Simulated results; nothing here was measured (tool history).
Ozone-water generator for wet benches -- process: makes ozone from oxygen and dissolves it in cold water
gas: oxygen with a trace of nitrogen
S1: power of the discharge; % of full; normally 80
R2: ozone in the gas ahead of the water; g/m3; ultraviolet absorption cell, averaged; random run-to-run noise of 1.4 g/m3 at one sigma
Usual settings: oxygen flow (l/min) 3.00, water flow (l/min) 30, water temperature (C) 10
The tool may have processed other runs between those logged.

run 1 hour=0.0 | S1=80 oxygen_flow_(l/min)=3.00 water_flow_(l/min)=30 water_temperature_(C)=10 | dissolved_ozone_(ppm)=10.4 R2=211.8
run 2 hour=99.6 | S1=80 oxygen_flow_(l/min)=3.00 water_flow_(l/min)=45 water_temperature_(C)=10 | dissolved_ozone_(ppm)=5.9 R2=212.4
run 3 hour=306.2 | S1=80 oxygen_flow_(l/min)=3.90 water_flow_(l/min)=30 water_temperature_(C)=10 | dissolved_ozone_(ppm)=10.6 R2=179.8
run 4 hour=463.6 | S1=80 oxygen_flow_(l/min)=3.00 water_flow_(l/min)=30 water_temperature_(C)=10 | dissolved_ozone_(ppm)=10.0 R2=209.4
run 5 hour=588.4 | S1=80 oxygen_flow_(l/min)=3.03 water_flow_(l/min)=30 water_temperature_(C)=10 | dissolved_ozone_(ppm)=10.2 R2=207.7
run 6 hour=698.2 | S1=80 oxygen_flow_(l/min)=3.00 water_flow_(l/min)=30 water_temperature_(C)=14 | dissolved_ozone_(ppm)=9.4 R2=207.5
run 7 hour=800.0 | S1=80 oxygen_flow_(l/min)=3.00 water_flow_(l/min)=30 water_temperature_(C)=5 | dissolved_ozone_(ppm)=10.1 R2=207.1
-- hour=814.2 contactor cleaned
run 8 hour=996.1 | S1=80 oxygen_flow_(l/min)=3.00 water_flow_(l/min)=30 water_temperature_(C)=5 | dissolved_ozone_(ppm)=10.1 R2=204.8
run 9 hour=1148.3 | S1=56 oxygen_flow_(l/min)=3.00 water_flow_(l/min)=30 water_temperature_(C)=10 | dissolved_ozone_(ppm)=8.2 R2=175.6
run 10 hour=1273.0 | S1=80 oxygen_flow_(l/min)=3.00 water_flow_(l/min)=30 water_temperature_(C)=16 | dissolved_ozone_(ppm)=9.2 R2=204.2
run 11 hour=1416.9 | S1=43 oxygen_flow_(l/min)=3.00 water_flow_(l/min)=21 water_temperature_(C)=10 | dissolved_ozone_(ppm)=11.1 R2=155.2
run 12 hour=1554.3 | S1=44 oxygen_flow_(l/min)=1.52 water_flow_(l/min)=44 water_temperature_(C)=5 | dissolved_ozone_(ppm)=3.7 R2=241.5
run 13 hour=1695.8 | S1=44 oxygen_flow_(l/min)=1.52 water_flow_(l/min)=44 water_temperature_(C)=5 | dissolved_ozone_(ppm)=3.7 R2=241.7
-- hour=1786.9 contactor cleaned, once more
run 14 hour=1839.0 | S1=64 oxygen_flow_(l/min)=3.00 water_flow_(l/min)=22 water_temperature_(C)=17 | dissolved_ozone_(ppm)=12.6 R2=179.0
run 15 hour=2024.7 | S1=54 oxygen_flow_(l/min)=2.10 water_flow_(l/min)=32 water_temperature_(C)=10 | dissolved_ozone_(ppm)=7.2 R2=209.9

Run 16, settings as shown, results not yet in. Your forecast:
run 16 hour=2223.0 | S1=95 oxygen_flow_(l/min)=2.10 water_flow_(l/min)=33 water_temperature_(C)=5 | dissolved_ozone_(ppm)=? R2=?

Run 16 measured dissolved ozone (ppm) 8.8, R2 263.2 g/m3.
On a tool with no hidden condition, and with the same random variation, this run would have come out at dissolved ozone (ppm) 11.9, R2 352.5 g/m3.
